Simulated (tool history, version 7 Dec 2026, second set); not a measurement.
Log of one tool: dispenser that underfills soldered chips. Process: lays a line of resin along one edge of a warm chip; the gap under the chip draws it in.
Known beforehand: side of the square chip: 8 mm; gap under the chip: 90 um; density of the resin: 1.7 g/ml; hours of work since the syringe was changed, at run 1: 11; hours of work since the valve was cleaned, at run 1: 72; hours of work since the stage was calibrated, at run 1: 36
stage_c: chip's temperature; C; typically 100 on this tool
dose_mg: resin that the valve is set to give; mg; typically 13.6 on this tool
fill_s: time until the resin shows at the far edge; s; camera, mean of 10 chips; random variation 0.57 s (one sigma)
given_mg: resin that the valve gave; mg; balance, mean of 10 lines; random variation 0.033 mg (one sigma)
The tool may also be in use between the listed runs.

run,hour,stage_c,dose_mg,hours of work since the syringe was changed,hours of work since the valve was cleaned,hours of work since the stage was calibrated,fill_s,given_mg
1,0.0,100,13.6,11,72,36,93.6,13.16
# hour 0.7: new syringe of resin
2,2.5,100,13.6,1,74,38,52.1,13.14
3,4.8,100,13.6,3,76,39,57.8,13.10
4,8.9,100,14.4,6,78,42,68.0,13.93
5,11.2,100,14.3,7,80,44,74.2,13.69
6,14.8,97,14.3,10,83,46,95.7,13.77
# hour 16.5: dispensing valve cleaned and set on the balance
# hour 18.5: new syringe of resin
7,20.6,97,14.3,1,3,49,58.7,14.26
8,23.5,97,14.3,4,5,51,65.2,14.31
9,28.3,100,11.7,7,8,55,75.0,11.67
10,30.7,100,11.7,9,10,56,80.9,11.66
11,33.7,114,13.6,11,12,59,54.0,13.56
# hour 35.4: new syringe of resin
12,36.3,100,13.6,1,13,60,49.9,13.49
13,38.7,100,14.8,2,15,62,53.4,14.67
14,42.8,100,13.6,5,18,65,64.0,13.51
15,47.9,106,13.6,9,22,68,63.9,13.49
16,50.0,90,13.6,10,23,70,124.4,13.45
# hour 52.2: new syringe of resin
17,53.9,99,13.6,1,26,72,54.0,13.48
18,57.7,100,13.6,4,28,75,59.2,13.40
19,60.5,113,15.7,6,30,77,40.8,15.43
20,64.8,112,15.7,9,33,80,51.4,15.43
21,66.9,98,13.7,10,35,81,96.4,13.50
# hour 68.9: new syringe of resin
22,72.1,99,15.5,2,38,85,56.9,15.13
23,76.1,103,16.5,5,41,88,56.8,16.16
24,78.7,113,17.3,7,43,89,43.6,16.91
25,81.6,99,17.3,9,45,91,80.0,16.91
# hour 85.5: new syringe of resin
26,85.8,92,13.4,0,47,94,65.7,13.08
27,90.5,86,14.0,3,51,97,98.4,13.67
28,93.3,86,14.0,5,53,99,110.5,13.58
29,96.8,86,14.0,8,55,102,127.3,13.65
30,100.2,104,15.6,10,57,104,72.9,15.12
# hour 102.2: new syringe of resin
31,103.3,104,12.6,1,59,106,44.0,12.22
32,107.2,104,17.6,4,62,109,47.7,17.01
33,109.8,104,17.6,5,64,111,54.3,17.04
34,114.2,115,11.8,8,67,114,47.3,11.43
# hour 119.0: new syringe of resin
35,119.0,110,15.7,0,70,117,32.8,15.19
36,121.6,92,13.6,2,72,119,70.8,13.07

3 ways to go on from here, each from the tool as it stands after run 36. What would each give?
A,126.5,101,17.7,5,75,122,?,?
B,126.5,106,13.5,5,75,122,?,?
C,126.5,87,13.7,5,75,122,?,?

run,fill_s,given_mg
A,58.8,17.02
B,51.9,13.01
C,106.3,13.15
Stripped of hidden state, with their random variation kept, the same runs would have yielded:
run,fill_s,given_mg
A,45.0,17.70
B,39.4,13.53
C,80.9,13.68

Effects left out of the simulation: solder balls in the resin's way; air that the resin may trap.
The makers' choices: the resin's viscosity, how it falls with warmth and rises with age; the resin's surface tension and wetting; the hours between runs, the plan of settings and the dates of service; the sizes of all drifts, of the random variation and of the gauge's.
